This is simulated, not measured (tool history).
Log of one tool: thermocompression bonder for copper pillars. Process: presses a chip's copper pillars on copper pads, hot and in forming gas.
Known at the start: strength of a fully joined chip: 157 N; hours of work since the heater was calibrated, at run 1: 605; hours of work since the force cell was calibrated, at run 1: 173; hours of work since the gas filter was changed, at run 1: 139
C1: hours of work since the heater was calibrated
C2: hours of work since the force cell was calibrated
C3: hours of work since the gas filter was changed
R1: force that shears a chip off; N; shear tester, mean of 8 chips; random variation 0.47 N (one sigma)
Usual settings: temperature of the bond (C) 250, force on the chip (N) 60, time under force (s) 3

run 1 day=0.000 | temperature_of_the_bond_(C)=250 force_on_the_chip_(N)=60 time_under_force_(s)=3 | C1=605 C2=173 C3=139 | R1=67.6
run 2 day=0.342 | temperature_of_the_bond_(C)=250 force_on_the_chip_(N)=60 time_under_force_(s)=3 | C1=611 C2=179 C3=145 | R1=67.3
run 3 day=1.079 | temperature_of_the_bond_(C)=250 force_on_the_chip_(N)=60 time_under_force_(s)=3 | C1=625 C2=192 C3=159 | R1=66.7
run 4 day=1.704 | temperature_of_the_bond_(C)=250 force_on_the_chip_(N)=60 time_under_force_(s)=2 | C1=636 C2=203 C3=170 | R1=56.5
run 5 day=2.229 | temperature_of_the_bond_(C)=250 force_on_the_chip_(N)=60 time_under_force_(s)=2 | C1=645 C2=213 C3=179 | R1=56.8
run 6 day=2.817 | temperature_of_the_bond_(C)=275 force_on_the_chip_(N)=60 time_under_force_(s)=2 | C1=656 C2=223 C3=190 | R1=73.5
run 7 day=3.508 | temperature_of_the_bond_(C)=275 force_on_the_chip_(N)=60 time_under_force_(s)=2 | C1=668 C2=236 C3=202 | R1=72.8
run 8 day=4.000 | temperature_of_the_bond_(C)=250 force_on_the_chip_(N)=60 time_under_force_(s)=3 | C1=677 C2=245 C3=211 | R1=64.7
run 9 day=4.833 | temperature_of_the_bond_(C)=250 force_on_the_chip_(N)=60 time_under_force_(s)=3 | C1=692 C2=260 C3=226 | R1=64.5
-- day=5.012 forming gas filter changed
run 10 day=5.504 | temperature_of_the_bond_(C)=278 force_on_the_chip_(N)=63 time_under_force_(s)=3 | C1=704 C2=271 C3=9 | R1=99.2
run 11 day=6.054 | temperature_of_the_bond_(C)=250 force_on_the_chip_(N)=49 time_under_force_(s)=3 | C1=714 C2=281 C3=19 | R1=60.3
run 12 day=6.808 | temperature_of_the_bond_(C)=250 force_on_the_chip_(N)=49 time_under_force_(s)=3 | C1=727 C2=295 C3=32 | R1=60.6
run 13 day=7.254 | temperature_of_the_bond_(C)=240 force_on_the_chip_(N)=60 time_under_force_(s)=2 | C1=735 C2=303 C3=40 | R1=55.1
run 14 day=8.017 | temperature_of_the_bond_(C)=232 force_on_the_chip_(N)=50 time_under_force_(s)=3 | C1=749 C2=316 C3=54 | R1=48.3
run 15 day=8.629 | temperature_of_the_bond_(C)=228 force_on_the_chip_(N)=39 time_under_force_(s)=8 | C1=760 C2=327 C3=65 | R1=52.4
run 16 day=9.179 | temperature_of_the_bond_(C)=228 force_on_the_chip_(N)=39 time_under_force_(s)=8 | C1=770 C2=337 C3=75 | R1=52.9
run 17 day=9.558 | temperature_of_the_bond_(C)=256 force_on_the_chip_(N)=63 time_under_force_(s)=3 | C1=777 C2=344 C3=82 | R1=78.1
run 18 day=10.092 | temperature_of_the_bond_(C)=250 force_on_the_chip_(N)=42 time_under_force_(s)=5 | C1=786 C2=354 C3=91 | R1=61.4

Forecast each of these 5 alternatives for the next run:
run A day=10.846 | temperature_of_the_bond_(C)=249 force_on_the_chip_(N)=66 time_under_force_(s)=3 | C1=800 C2=367 C3=105 | R1=?
run B day=10.846 | temperature_of_the_bond_(C)=226 force_on_the_chip_(N)=88 time_under_force_(s)=2 | C1=800 C2=367 C3=105 | R1=?
run C day=10.846 | temperature_of_the_bond_(C)=253 force_on_the_chip_(N)=60 time_under_force_(s)=3 | C1=800 C2=367 C3=105 | R1=?
run D day=10.846 | temperature_of_the_bond_(C)=250 force_on_the_chip_(N)=39 time_under_force_(s)=3 | C1=800 C2=367 C3=105 | R1=?
run E day=10.846 | temperature_of_the_bond_(C)=250 force_on_the_chip_(N)=78 time_under_force_(s)=3 | C1=800 C2=367 C3=105 | R1=?

run=A R1=74.9
run=B R1=63.9
run=C R1=72.0
run=D R1=46.8
run=E R1=86.2
Without the tool's hidden state the same runs would have given:
run=A R1=73.9
run=B R1=62.4
run=C R1=71.0
run=D R1=45.6
run=E R1=85.6

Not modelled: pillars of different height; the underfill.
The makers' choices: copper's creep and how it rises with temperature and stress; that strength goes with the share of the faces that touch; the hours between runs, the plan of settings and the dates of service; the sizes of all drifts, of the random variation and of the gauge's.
